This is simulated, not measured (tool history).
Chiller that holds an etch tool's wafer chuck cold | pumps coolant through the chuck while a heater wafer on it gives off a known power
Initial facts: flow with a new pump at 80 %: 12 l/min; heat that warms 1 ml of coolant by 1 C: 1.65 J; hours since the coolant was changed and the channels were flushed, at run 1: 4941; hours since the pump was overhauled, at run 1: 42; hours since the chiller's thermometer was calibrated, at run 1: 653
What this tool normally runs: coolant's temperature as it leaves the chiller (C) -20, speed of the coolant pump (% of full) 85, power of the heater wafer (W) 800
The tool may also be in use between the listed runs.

run,hour,coolant's temperature as it leaves the chiller (C),speed of the coolant pump (% of full),power of the heater wafer (W),hours since the coolant was changed and the channels were flushed,hours since the pump was overhauled,hours since the chiller's thermometer was calibrated,chuck's temperature once it has settled (C),how much warmer the coolant comes back (C)
1,0.0,-20,85,800,4941,42,653,-13.96,2.29
2,33.8,-20,85,800,4975,76,687,-13.96,2.32
3,81.1,-20,85,800,5022,123,734,-13.95,2.32
4,140.9,-20,85,800,5082,183,794,-13.98,2.32
5,172.8,-20,85,899,5114,215,826,-13.15,2.63
6,210.8,-15,85,800,5152,253,864,-8.81,2.30
7,244.8,-12,85,800,5186,287,898,-5.92,2.30
8,289.2,-12,85,800,5231,331,942,-5.92,2.31
9,343.3,-12,85,800,5285,385,997,-5.93,2.34
10,401.9,-12,75,800,5343,444,1055,-5.54,2.59
11,435.9,-12,75,800,5377,478,1089,-5.44,2.61
# hour 442.3: chiller's thermometer calibrated
12,474.5,-20,85,711,5415,516,32,-14.58,2.09
13,535.6,-22,81,581,5476,577,93,-17.41,1.77

Predict the results of run 14:
14,573.6,-23,91,800,5514,615,131,?,?

chuck's temperature once it has settled (C): -17.07
how much warmer the coolant comes back (C): 2.17
On a tool with no hidden condition, and with the same random variation, this run would have come out at chuck's temperature once it has settled (C) -17.31, how much warmer the coolant comes back (C) 2.15.
